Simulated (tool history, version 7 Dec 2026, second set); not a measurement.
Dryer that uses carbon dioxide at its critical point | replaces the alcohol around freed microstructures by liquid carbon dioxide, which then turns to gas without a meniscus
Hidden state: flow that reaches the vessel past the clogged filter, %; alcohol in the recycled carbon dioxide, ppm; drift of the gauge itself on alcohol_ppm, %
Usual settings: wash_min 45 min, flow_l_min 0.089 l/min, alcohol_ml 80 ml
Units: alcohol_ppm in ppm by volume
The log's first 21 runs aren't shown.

run	day	wash_min	flow_l_min	alcohol_ml	hours of work since the filter was changed	hours of work since the purifier's bed was changed	alcohol_ppm
22	9.738	55	0.089	44	383	149	66
23	10.108	29	0.089	36	387	153	794
24	10.558	69	0.1421	81	392	158	55
25	10.954	52	0.1421	81	397	163	62
26	11.496	52	0.1421	81	403	169	58
27	11.821	52	0.1421	81	407	173	59
28	12.458	60	0.0795	81	414	180	100
29	12.883	67	0.1281	22	419	185	67
30	13.238	43	0.1325	21	423	189	63
31	13.85	43	0.1325	21	430	196	72

4 ways to go on from here, each from the tool as it stands after run 31. What would each give?
A	14.279	45	0.1294	66	435	201	?
B	14.279	50	0.0685	116	435	201	?
C	14.279	29	0.1325	21	435	201	?
D	14.279	47	0.089	56	435	201	?

run	alcohol_ppm
A	60
B	570
C	123
D	137
Without the tool's hidden state the same runs would have given:
run	alcohol_ppm
A	0
B	289
C	37
D	38

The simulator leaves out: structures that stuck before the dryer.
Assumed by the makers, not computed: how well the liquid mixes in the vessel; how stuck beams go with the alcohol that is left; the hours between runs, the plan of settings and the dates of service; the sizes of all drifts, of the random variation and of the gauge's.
